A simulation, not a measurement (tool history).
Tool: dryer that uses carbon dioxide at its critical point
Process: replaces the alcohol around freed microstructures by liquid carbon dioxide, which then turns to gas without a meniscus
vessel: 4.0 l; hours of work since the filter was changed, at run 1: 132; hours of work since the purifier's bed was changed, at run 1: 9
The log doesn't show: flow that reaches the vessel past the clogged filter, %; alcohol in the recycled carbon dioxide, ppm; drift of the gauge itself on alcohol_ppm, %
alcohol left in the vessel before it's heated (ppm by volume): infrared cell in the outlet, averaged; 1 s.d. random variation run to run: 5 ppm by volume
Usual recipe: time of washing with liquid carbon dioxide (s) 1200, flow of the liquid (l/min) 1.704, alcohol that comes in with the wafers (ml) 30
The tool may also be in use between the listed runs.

| run | day | time of washing with liquid carbon dioxide (s) | flow of the liquid (l/min) | alcohol that comes in with the wafers (ml) | hours of work since the filter was changed | hours of work since the purifier's bed was changed | alcohol left in the vessel before it's heated (ppm by volume) |
|---|---|---|---|---|---|---|---|
| 1 | 0 | 1200 | 1.704 | 30 | 132 | 9 | 22 |
| 2 | 0.621 | 1200 | 1.704 | 30 | 139 | 16 | 17 |
| 3 | 1.3 | 1200 | 1.704 | 30 | 147 | 24 | 37 |
| 4 | 1.988 | 1200 | 1.704 | 30 | 156 | 33 | 34 |
| 5 | 3.012 | 1200 | 1.704 | 30 | 168 | 45 | 50 |
| 6 | 4.033 | 1200 | 1.43 | 30 | 181 | 58 | 69 |
| 7 | 4.504 | 1200 | 1.704 | 29 | 186 | 63 | 43 |
| 8 | 4.967 | 1200 | 1.704 | 29 | 192 | 69 | 45 |
| 9 | 5.733 | 1200 | 1.704 | 29 | 201 | 78 | 51 |
| 10 | 6.804 | 1200 | 1.704 | 30 | 214 | 91 | 64 |
| 11 | 7.696 | 1200 | 1.704 | 30 | 225 | 102 | 71 |
| 12 | 8.292 | 1200 | 1.704 | 30 | 232 | 109 | 84 |
| 13 | 9.133 | 1200 | 2.75 | 30 | 243 | 119 | 67 |
| 14 | 10.133 | 1200 | 1.704 | 30 | 255 | 132 | 99 |
| 15 | 10.742 | 1200 | 1.704 | 30 | 262 | 139 | 85 |
| 16 | 11.242 | 1200 | 1.704 | 30 | 268 | 145 | 92 |
| 17 | 12.096 | 1200 | 1.704 | 30 | 279 | 155 | 100 |
| 18 | 13.104 | 1200 | 1.79 | 47 | 291 | 168 | 112 |
| 19 | 13.883 | 1020 | 1.79 | 38 | 300 | 177 | 129 |
| 20 | 14.508 | 1320 | 1.79 | 41 | 308 | 185 | 103 |
| 21 | 15.188 | 1140 | 1.38 | 41 | 316 | 193 | 205 |
| 22 | 16.112 | 1140 | 1.38 | 41 | 327 | 204 | 210 |
| 23 | 16.654 | 1320 | 1.29 | 21 | 334 | 211 | 136 |
| 24 | 17.521 | 1320 | 1.33 | 100 | 344 | 221 | 263 |
| 25 | 18.408 | 1320 | 1.33 | 100 | 355 | 232 | 270 |
| 26 | 19.133 | 1380 | 1.3 | 61 | 364 | 241 | 205 |
| 27 | 19.971 | 1380 | 1.3 | 61 | 374 | 251 | 208 |
| 28 | 20.5 | 1440 | 1.27 | 82 | 381 | 257 | 235 |
| 29 | 21.329 | 1200 | 1.704 | 31 | 391 | 267 | 153 |
| 30 | 22.379 | 780 | 1.704 | 77 | 403 | 280 | 608 |
|  | 22.5 | inlet filter changed |
| 31 | 23.138 | 1320 | 1.77 | 94 | 8 | 289 | 157 |
| 32 | 23.758 | 900 | 1.704 | 109 | 15 | 296 | 359 |
| 33 | 24.296 | 900 | 1.704 | 30 | 22 | 303 | 204 |

Each run again, without the hidden state but with its own random variation kept:
| run | alcohol left in the vessel before it's heated (ppm by volume) |
|---|---|
| 1 | 15 |
| 2 | 6 |
| 3 | 22 |
| 4 | 15 |
| 5 | 25 |
| 6 | 32 |
| 7 | 8 |
| 8 | 7 |
| 9 | 10 |
| 10 | 16 |
| 11 | 15 |
| 12 | 26 |
| 13 | 11 |
| 14 | 28 |
| 15 | 12 |
| 16 | 18 |
| 17 | 18 |
| 18 | 23 |
| 19 | 25 |
| 20 | 8 |
| 21 | 68 |
| 22 | 65 |
| 23 | 20 |
| 24 | 80 |
| 25 | 87 |
| 26 | 47 |
| 27 | 42 |
| 28 | 50 |
| 29 | 13 |
| 30 | 264 |
| 31 | 17 |
| 32 | 205 |
| 33 | 55 |
